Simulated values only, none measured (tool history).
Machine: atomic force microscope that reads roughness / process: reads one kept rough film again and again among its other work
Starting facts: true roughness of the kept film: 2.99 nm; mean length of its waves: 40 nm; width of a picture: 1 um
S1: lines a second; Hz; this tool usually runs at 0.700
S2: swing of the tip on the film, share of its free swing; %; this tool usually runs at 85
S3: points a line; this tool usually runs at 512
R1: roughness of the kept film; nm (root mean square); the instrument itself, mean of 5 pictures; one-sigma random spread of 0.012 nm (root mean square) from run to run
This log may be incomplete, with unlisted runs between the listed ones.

Run 1, day 0.000: usual settings. Result: R1 2.708 nm (root mean square).
Run 2, day 0.333: usual settings but S1 2.007 Hz. Result: R1 2.488 nm (root mean square).
Run 3, day 0.842: usual settings but S3 522. Result: R1 2.737 nm (root mean square).
Run 4, day 1.258: usual settings but S3 522. Result: R1 2.741 nm (root mean square).
Run 5, day 1.692: usual settings. Result: R1 2.740 nm (root mean square).
Run 6, day 2.129: usual settings. Result: R1 2.725 nm (root mean square).
Run 7, day 2.529: usual settings but S1 1.232 Hz. Result: R1 2.654 nm (root mean square).
Run 8, day 2.879: usual settings but S1 1.232 Hz. Result: R1 2.627 nm (root mean square).
Run 9, day 3.412: usual settings but S1 1.232 Hz. Result: R1 2.670 nm (root mean square).
Run 10, day 3.962: usual settings but S1 1.232 Hz. Result: R1 2.640 nm (root mean square).
Run 11, day 4.371: usual settings. Result: R1 2.713 nm (root mean square).
Run 12, day 4.729: usual settings. Result: R1 2.735 nm (root mean square).
Run 13, day 5.192: usual settings but S2 63 %. Result: R1 2.815 nm (root mean square).
Run 14, day 5.575: usual settings but S2 63 %. Result: R1 2.839 nm (root mean square).
Run 15, day 5.883: usual settings but S2 63 %. Result: R1 2.830 nm (root mean square).
Run 16, day 6.392: usual settings but S2 63 %. Result: R1 2.833 nm (root mean square).
Run 17, day 6.788: usual settings but S2 63 %. Result: R1 2.817 nm (root mean square).
Run 18, day 7.212: usual settings but S2 63 %. Result: R1 2.836 nm (root mean square).
Run 19, day 7.646: usual settings but S2 63 %. Result: R1 2.825 nm (root mean square).
Run 20, day 8.012: usual settings but S1 1.270 Hz, S2 65 %, S3 286. Result: R1 2.773 nm (root mean square).
Run 21, day 8.571: usual settings but S1 1.270 Hz, S2 65 %, S3 286. Result: R1 2.765 nm (root mean square).
Run 22, day 9.054: usual settings but S1 1.270 Hz, S2 65 %, S3 286. Result: R1 2.755 nm (root mean square).
Run 23, day 9.467: usual settings but S1 1.694 Hz, S2 57 %. Result: R1 2.794 nm (root mean square).
Run 24, day 9.717: usual settings but S1 1.694 Hz, S2 59 %. Result: R1 2.802 nm (root mean square).
Run 25, day 10.012: usual settings but S1 0.783 Hz, S2 77 %, S3 289. Result: R1 2.743 nm (root mean square).
Run 26, day 10.296: usual settings but S2 86 %, S3 759. Result: R1 2.704 nm (root mean square).
Run 27, day 10.633: usual settings but S1 1.191 Hz, S2 63 %, S3 759. Result: R1 2.802 nm (root mean square).
Run 28, day 10.962: usual settings but S1 1.191 Hz, S2 63 %, S3 759. Result: R1 2.802 nm (root mean square).
Run 29, day 11.304: usual settings but S1 0.552 Hz, S2 60 %, S3 737. Result: R1 2.858 nm (root mean square).
Run 30, day 11.554: usual settings but S1 0.884 Hz, S2 78 %, S3 355. Result: R1 2.746 nm (root mean square).
Run 31, day 11.929: usual settings but S1 1.445 Hz, S2 66 %, S3 632. Result: R1 2.762 nm (root mean square).
Run 32, day 12.308: usual settings but S1 0.789 Hz, S2 69 %, S3 407. Result: R1 2.799 nm (root mean square).
Run 33, day 12.592: usual settings but S1 0.789 Hz, S2 78 %, S3 549. Result: R1 2.764 nm (root mean square).
Run 34, day 13.067: usual settings but S1 0.789 Hz, S2 78 %, S3 549. Result: R1 2.755 nm (root mean square).
Run 35, day 13.408: usual settings but S1 0.533 Hz, S2 78 %, S3 777. Result: R1 2.783 nm (root mean square).
Run 36, day 13.679: usual settings but S1 0.533 Hz, S2 78 %, S3 777. Result: R1 2.826 nm (root mean square).

Removed from this log: 3 entries logged between the listed runs. Between which two listed runs does each belong, and how does the tool's hidden state at the listed run before it compare with that at the listed run after it?
Logged between run 3 and run 4: new tip fitted (day 0.983)
  radius of the tip, nm: 5.6 -> 5
  measured result minus the result with no hidden state, R1: -0.012 -> -0.001 nm (root mean square)
Logged between run 14 and run 15: new tip fitted (day 5.733)
  radius of the tip, nm: 5.5 -> 5
  measured result minus the result with no hidden state, R1: -0.011 -> +0.000 nm (root mean square)
Logged between run 26 and run 27: new tip fitted (day 10.446)
  radius of the tip, nm: 5.5 -> 5
  measured result minus the result with no hidden state, R1: -0.010 -> +0.000 nm (root mean square)
